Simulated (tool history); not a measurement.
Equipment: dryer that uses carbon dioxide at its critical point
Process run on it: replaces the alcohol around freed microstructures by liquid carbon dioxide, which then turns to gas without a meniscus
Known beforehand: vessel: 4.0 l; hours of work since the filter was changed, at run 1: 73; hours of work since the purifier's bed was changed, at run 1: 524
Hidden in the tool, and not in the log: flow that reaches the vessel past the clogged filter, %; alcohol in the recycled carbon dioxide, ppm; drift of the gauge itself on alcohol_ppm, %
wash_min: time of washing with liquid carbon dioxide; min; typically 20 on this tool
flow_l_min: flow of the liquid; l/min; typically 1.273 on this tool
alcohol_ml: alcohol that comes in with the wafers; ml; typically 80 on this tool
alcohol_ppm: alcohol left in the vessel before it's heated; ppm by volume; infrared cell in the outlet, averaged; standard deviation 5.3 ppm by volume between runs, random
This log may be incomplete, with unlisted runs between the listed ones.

run	hour	wash_min	flow_l_min	alcohol_ml	hours of work since the filter was changed	hours of work since the purifier's bed was changed	alcohol_ppm
1	0	20	1.273	80	73	524	258
2	12	20	1.273	80	82	534	255
3	18.9	17	1.273	80	88	539	426
4	29.1	20	1.76	80	96	547	138
5	44.4	20	1.76	80	107	559	142
6	54.5	20	1.68	80	115	567	150
7	62.3	20	1.273	80	121	573	287
8	73.6	20	1.273	31	130	582	199
9	84.8	20	1.273	31	139	590	182
10	92.2	20	1.273	31	145	596	195
11	99	20	1.273	80	150	602	290
12	106.1	20	1.273	80	155	607	294
13	114.9	20	1.19	80	162	614	363
# hour 130.6: inlet filter changed
14	131.4	17	1.273	86	1	626	406
15	142.8	20	1.51	80	9	635	180
16	150.5	20	1.51	80	15	641	185
17	159.3	29	2.09	66	22	648	140
18	166.9	20	1.58	80	28	654	181
19	183	20	1.58	80	41	666	179
20	195.5	16	0.98	80	51	676	1060
21	211.1	19	0.98	80	63	688	672
22	226.6	18	0.93	80	75	700	881

4 ways to go on from here, each from the tool as it stands after run 22. What would each give?
A	237.4	22	1.273	55	83	708	?
B	237.4	25	2.05	80	83	708	?
C	237.4	20	1.43	27	83	708	?
D	237.4	18	0.93	87	83	708	?

run	alcohol_ppm
A	218
B	161
C	184
D	1022
Take away the tool's hidden state, keep each run's random variation, and the runs would have read:
run	alcohol_ppm
A	60
B	15
C	34
D	773
